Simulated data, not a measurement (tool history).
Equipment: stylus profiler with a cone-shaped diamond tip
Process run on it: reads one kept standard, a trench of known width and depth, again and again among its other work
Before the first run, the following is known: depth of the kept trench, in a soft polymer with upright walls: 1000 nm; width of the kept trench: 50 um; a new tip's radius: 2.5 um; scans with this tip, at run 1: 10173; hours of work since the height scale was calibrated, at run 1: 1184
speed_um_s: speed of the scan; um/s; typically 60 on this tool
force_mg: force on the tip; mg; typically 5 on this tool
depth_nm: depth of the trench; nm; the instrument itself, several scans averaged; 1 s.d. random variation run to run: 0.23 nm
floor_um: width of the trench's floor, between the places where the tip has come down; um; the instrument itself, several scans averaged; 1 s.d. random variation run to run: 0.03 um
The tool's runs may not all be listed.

run,hour,speed_um_s,force_mg,scans with this tip,hours of work since the height scale was calibrated,depth_nm,floor_um
1,0,60,5,10173,1184,1015.71,43.65
2,64,60,5,10508,1223,1015.51,43.6
3,146.7,60,5,10941,1274,1015.26,43.53
4,276.1,60,5,11618,1353,1015.22,43.45
# hour 396.2: new tip fitted, height scale calibrated
5,412.9,60,5,87,10,1020.73,45.82
6,492,60,15,501,58,1044.34,45.78
7,570.6,60,8.76,912,106,1030.37,45.64
8,693.4,60,8.76,1555,181,1030.28,45.46
9,808.7,60,8.76,2158,251,1029.48,45.31
10,940.8,60,8.76,2849,332,1029.41,45.16
11,1050.7,60,8.76,3424,399,1028.96,45.07
12,1175,60,8.76,4074,474,1029.01,44.91
13,1285.5,198,5,4652,542,1018.4,44.22
14,1346.6,198,5,4972,579,1018.44,44.11
15,1484.6,198,5,5694,663,1018,43.97
16,1570.3,90,4.97,6142,715,1017.99,44.32
17,1646.5,90,4.97,6541,762,1017.44,44.26
18,1784.9,17,5,7265,846,1017.48,44.38
19,1908.9,40,2.25,7914,921,1007.45,44.18
20,1995,16,7.29,8364,974,1022.81,44.22
21,2079.9,16,7.29,8808,1026,1022.07,44.12
22,2156.5,16,7.29,9209,1072,1021.64,44.1
23,2272.9,140,7.29,9818,1143,1021.51,43.59
24,2375.3,60,11.48,10354,1206,1031.15,43.8
25,2501.1,60,11.48,11012,1282,1031.14,43.69
26,2587.8,60,11.48,11465,1335,1030.73,43.63
27,2693.4,60,11.48,12018,1399,1030.75,43.56
# hour 2735: new tip fitted, height scale calibrated
28,2800.7,28,1.69,344,40,1010.1,45.75
29,2863.4,28,1.69,672,78,1009.99,45.72
30,2943,28,1.69,1088,127,1010.44,45.62

Predict each of these 4 candidate next runs independently; none follows another, all start after run 30:
A,3064.1,28,8.25,1722,200,?,?
B,3064.1,28,4.25,1722,200,?,?
C,3064.1,28,2.21,1722,200,?,?
D,3064.1,60,2.03,1722,200,?,?

run,depth_nm,floor_um
A,1029.22,45.56
B,1018.66,45.53
C,1011.54,45.48
D,1011,45.32
What these runs would have given with no unlogged condition in the tool:
run,depth_nm,floor_um
A,1030.17,45.9
B,1019.6,45.86
C,1012.47,45.81
D,1011.93,45.65
